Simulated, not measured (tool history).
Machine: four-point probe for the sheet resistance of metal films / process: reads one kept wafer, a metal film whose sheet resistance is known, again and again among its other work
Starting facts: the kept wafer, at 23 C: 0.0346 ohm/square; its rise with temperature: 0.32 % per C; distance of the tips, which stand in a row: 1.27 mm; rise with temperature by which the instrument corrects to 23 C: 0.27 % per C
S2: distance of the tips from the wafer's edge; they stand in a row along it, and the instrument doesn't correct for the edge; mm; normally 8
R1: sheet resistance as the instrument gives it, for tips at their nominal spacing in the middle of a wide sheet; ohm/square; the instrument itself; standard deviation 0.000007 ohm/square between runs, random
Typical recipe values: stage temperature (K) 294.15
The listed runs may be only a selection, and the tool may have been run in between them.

Run 1, day 0: usual settings. Result: R1 0.035181 ohm/square.
Run 2, day 2.55: usual settings but stage temperature (K) 298.15. Result: R1 0.035231 ohm/square.
Run 3, day 4.083: usual settings but stage temperature (K) 298.15. Result: R1 0.035227 ohm/square.
Run 4, day 6.967: usual settings but stage temperature (K) 298.15. Result: R1 0.035225 ohm/square.
Run 5, day 8.825: usual settings. Result: R1 0.035164 ohm/square.
Run 6, day 10.817: usual settings. Result: R1 0.035162 ohm/square.
Run 7, day 12.871: usual settings but stage temperature (K) 308.15. Result: R1 0.035367 ohm/square.
Run 8, day 15.25: usual settings but S2 27 mm. Result: R1 0.03473 ohm/square.
Run 9, day 16.962: usual settings but stage temperature (K) 297.15. Result: R1 0.035207 ohm/square.
Run 10, day 18.642: usual settings but stage temperature (K) 297.15, S2 19 mm. Result: R1 0.034822 ohm/square.
Run 11, day 20.217: usual settings. Result: R1 0.035148 ohm/square.
Run 12, day 23.117: usual settings. Result: R1 0.035145 ohm/square.
Run 13, day 24.838: usual settings but S2 42 mm. Result: R1 0.034712 ohm/square.
Run 14, day 26.317: usual settings but S2 54 mm. Result: R1 0.034695 ohm/square.
Run 15, day 29.267: usual settings but stage temperature (K) 300.15. Result: R1 0.035244 ohm/square.
Run 16, day 31.571: usual settings but stage temperature (K) 300.15. Result: R1 0.035247 ohm/square.
Run 17, day 34.529: usual settings but stage temperature (K) 300.15. Result: R1 0.035247 ohm/square.
Run 18, day 37.042: usual settings but stage temperature (K) 300.15. Result: R1 0.0352 ohm/square.
Run 19, day 39.279: usual settings. Result: R1 0.035106 ohm/square.
Run 20, day 40.517: usual settings. Result: R1 0.035108 ohm/square.
Run 21, day 43.142: usual settings. Result: R1 0.035108 ohm/square.
Run 22, day 46.108: usual settings. Result: R1 0.035108 ohm/square.
Run 23, day 48.738: usual settings but S2 14 mm. Result: R1 0.03479 ohm/square.
Run 24, day 51.004: usual settings but stage temperature (K) 297.15, S2 15 mm. Result: R1 0.034816 ohm/square.
Run 25, day 52.467: usual settings but stage temperature (K) 297.15, S2 5 mm. Result: R1 0.035838 ohm/square.
Run 26, day 54.129: usual settings but stage temperature (K) 297.15, S2 53 mm. Result: R1 0.034682 ohm/square.
Run 27, day 56.221: usual settings but stage temperature (K) 297.15, S2 53 mm. Result: R1 0.034695 ohm/square.
Run 28, day 58.788: usual settings but stage temperature (K) 302.15, S2 9 mm. Result: R1 0.035122 ohm/square.
Run 29, day 61.417: usual settings but stage temperature (K) 301.15, S2 47 mm. Result: R1 0.034735 ohm/square.
Run 30, day 63.388: usual settings but stage temperature (K) 301.15, S2 47 mm. Result: R1 0.03474 ohm/square.
Run 31, day 65.379: usual settings but S2 22 mm. Result: R1 0.034678 ohm/square.
Run 32, day 67.904: usual settings but stage temperature (K) 305.15, S2 4 mm. Result: R1 0.036565 ohm/square.
Run 33, day 70.175: usual settings but stage temperature (K) 297.15, S2 7 mm. Result: R1 0.035267 ohm/square.
Run 34, day 71.817: usual settings but stage temperature (K) 296.15, S2 17 mm. Result: R1 0.034748 ohm/square.
Run 35, day 73.796: usual settings but stage temperature (K) 305.15, S2 9 mm. Result: R1 0.03515 ohm/square.
Run 36, day 76.604: usual settings but stage temperature (K) 295.15, S2 29 mm. Result: R1 0.034683 ohm/square.
Run 37, day 78.267: usual settings but stage temperature (K) 295.15, S2 29 mm. Result: R1 0.034682 ohm/square.
Run 38, day 79.938: usual settings but stage temperature (K) 295.15, S2 29 mm. Result: R1 0.034673 ohm/square.
Run 39, day 81.921: usual settings but stage temperature (K) 295.15, S2 29 mm. Result: R1 0.034665 ohm/square.
Run 40, day 83.2: usual settings but stage temperature (K) 305.15. Result: R1 0.035245 ohm/square.
Run 41, day 85.633: usual settings but stage temperature (K) 306.15, S2 11 mm. Result: R1 0.035052 ohm/square.
Run 42, day 87.546: usual settings but stage temperature (K) 293.15, S2 21 mm. Result: R1 0.034658 ohm/square.
Run 43, day 88.962: usual settings but S2 10 mm. Result: R1 0.034898 ohm/square.
Run 44, day 91.179: usual settings but stage temperature (K) 305.15, S2 5 mm. Result: R1 0.035933 ohm/square.
Run 45, day 93.129: usual settings but stage temperature (K) 305.15, S2 5 mm. Result: R1 0.035928 ohm/square.

Missing from the log above: 2 entries noted between runs. For each, name the pair of listed runs it sits between and say how the tool's hidden condition differs from the listed run just before to the listed run just after:
Runs 15 to 16: stage's thermometer calibrated (day 29.475)
  inner tips' distance over the nominal, %: 0.214 -> 0.208; tips' flats over new ones', %: 6 -> 7; wafer's true temperature over the reading, C: 0.33 -> 0.38
  measured minus no-state result, R1: +0.000118 -> +0.000121 ohm/square
Runs 17 to 18: stage's thermometer calibrated, once more (day 35.075)
  inner tips' distance over the nominal, %: 0.2 -> 0.194; tips' flats over new ones', %: 7 -> 8; wafer's true temperature over the reading, C: 0.39 -> 0.06
  measured minus no-state result, R1: +0.000119 -> +0.00008 ohm/square

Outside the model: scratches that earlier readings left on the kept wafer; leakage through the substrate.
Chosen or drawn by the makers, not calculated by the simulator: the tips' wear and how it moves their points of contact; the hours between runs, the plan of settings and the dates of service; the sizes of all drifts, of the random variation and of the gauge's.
